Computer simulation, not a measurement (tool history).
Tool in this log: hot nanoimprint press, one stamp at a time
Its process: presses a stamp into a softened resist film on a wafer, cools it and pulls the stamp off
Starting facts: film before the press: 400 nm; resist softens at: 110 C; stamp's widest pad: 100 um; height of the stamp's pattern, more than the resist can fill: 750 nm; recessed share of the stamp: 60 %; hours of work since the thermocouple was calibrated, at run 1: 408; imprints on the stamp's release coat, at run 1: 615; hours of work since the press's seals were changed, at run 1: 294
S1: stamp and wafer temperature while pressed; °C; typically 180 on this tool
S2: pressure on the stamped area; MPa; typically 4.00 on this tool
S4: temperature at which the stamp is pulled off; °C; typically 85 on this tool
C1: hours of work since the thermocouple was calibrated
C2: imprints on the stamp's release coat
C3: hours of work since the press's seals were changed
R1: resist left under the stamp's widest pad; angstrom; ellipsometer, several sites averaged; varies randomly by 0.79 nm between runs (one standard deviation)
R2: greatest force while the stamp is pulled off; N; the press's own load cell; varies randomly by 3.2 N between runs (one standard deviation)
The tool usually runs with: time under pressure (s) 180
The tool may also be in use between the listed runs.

Run 1, hour 0.0: usual settings; C1 408; C2 615; C3 294. Result: R1 2204 angstrom, R2 239 N.
At hour 41.4: stamp cleaned and given a new release coat.
At hour 74.5: plate thermocouple calibrated.
Run 2, hour 97.6: usual settings; C1 13; C2 188; C3 343. Result: R1 2218 angstrom, R2 233 N.
Run 3, hour 150.9: usual settings; C1 42; C2 377; C3 372. Result: R1 2212 angstrom, R2 234 N.
Run 4, hour 242.3: usual settings; C1 92; C2 700; C3 422. Result: R1 2207 angstrom, R2 238 N.
At hour 265.4: stamp cleaned and given a new release coat.
Run 5, hour 316.9: usual settings; C1 129; C2 183; C3 459. Result: R1 2199 angstrom, R2 241 N.
Run 6, hour 394.1: usual settings; C1 171; C2 456; C3 501. Result: R1 2198 angstrom, R2 239 N.
At hour 480.1: stamp cleaned and given a new release coat.
Run 7, hour 480.1: usual settings but S1 174 °C; C1 215; C2 0; C3 545. Result: R1 2665 angstrom, R2 235 N.
Run 8, hour 550.3: usual settings but time under pressure (s) 115; C1 253; C2 249; C3 583. Result: R1 2505 angstrom, R2 234 N.
At hour 576.3: press's hydraulic seals changed and the load cell set to zero.
Run 9, hour 652.1: usual settings but time under pressure (s) 102, S4 79 °C; C1 305; C2 581; C3 41. Result: R1 2590 angstrom, R2 254 N.
At hour 710.2: stamp cleaned and given a new release coat.
Run 10, hour 741.6: usual settings but time under pressure (s) 102, S4 79 °C; C1 350; C2 111; C3 87. Result: R1 2603 angstrom, R2 259 N.
Run 11, hour 831.1: usual settings but S1 178 °C, time under pressure (s) 177; C1 399; C2 428; C3 136. Result: R1 2330 angstrom, R2 233 N.
At hour 919.1: plate thermocouple calibrated.
At hour 928.8: stamp cleaned and given a new release coat.
Run 12, hour 928.8: usual settings but S1 178 °C, time under pressure (s) 177; C1 2; C2 0; C3 184. Result: R1 2374 angstrom, R2 228 N.
Run 13, hour 979.4: usual settings but S1 178 °C, time under pressure (s) 177; C1 30; C2 179; C3 212. Result: R1 2340 angstrom, R2 228 N.

Forecast each of these 4 alternatives for the next run:
Run A, hour 1023.2: usual settings but S2 3.46 MPa, time under pressure (s) 118; C1 54; C2 334; C3 236. Result: R1 ?, R2 ?.
Run B, hour 1023.2: usual settings but S1 190 °C, S2 5.31 MPa, time under pressure (s) 194; C1 54; C2 334; C3 236. Result: R1 ?, R2 ?.
Run C, hour 1023.2: usual settings but S1 172 °C, time under pressure (s) 336; C1 54; C2 334; C3 236. Result: R1 ?, R2 ?.
Run D, hour 1023.2: usual settings but S1 169 °C, time under pressure (s) 177, S4 82 °C; C1 54; C2 334; C3 236. Result: R1 ?, R2 ?.

run    R1   R2
  A  2629  238
  B  1280  234
  C  2387  235
  D  3064  245
Without the tool's unlogged condition, the same runs would have read:
run    R1   R2
  A  2664  238
  B  1296  233
  C  2418  235
  D  3104  245
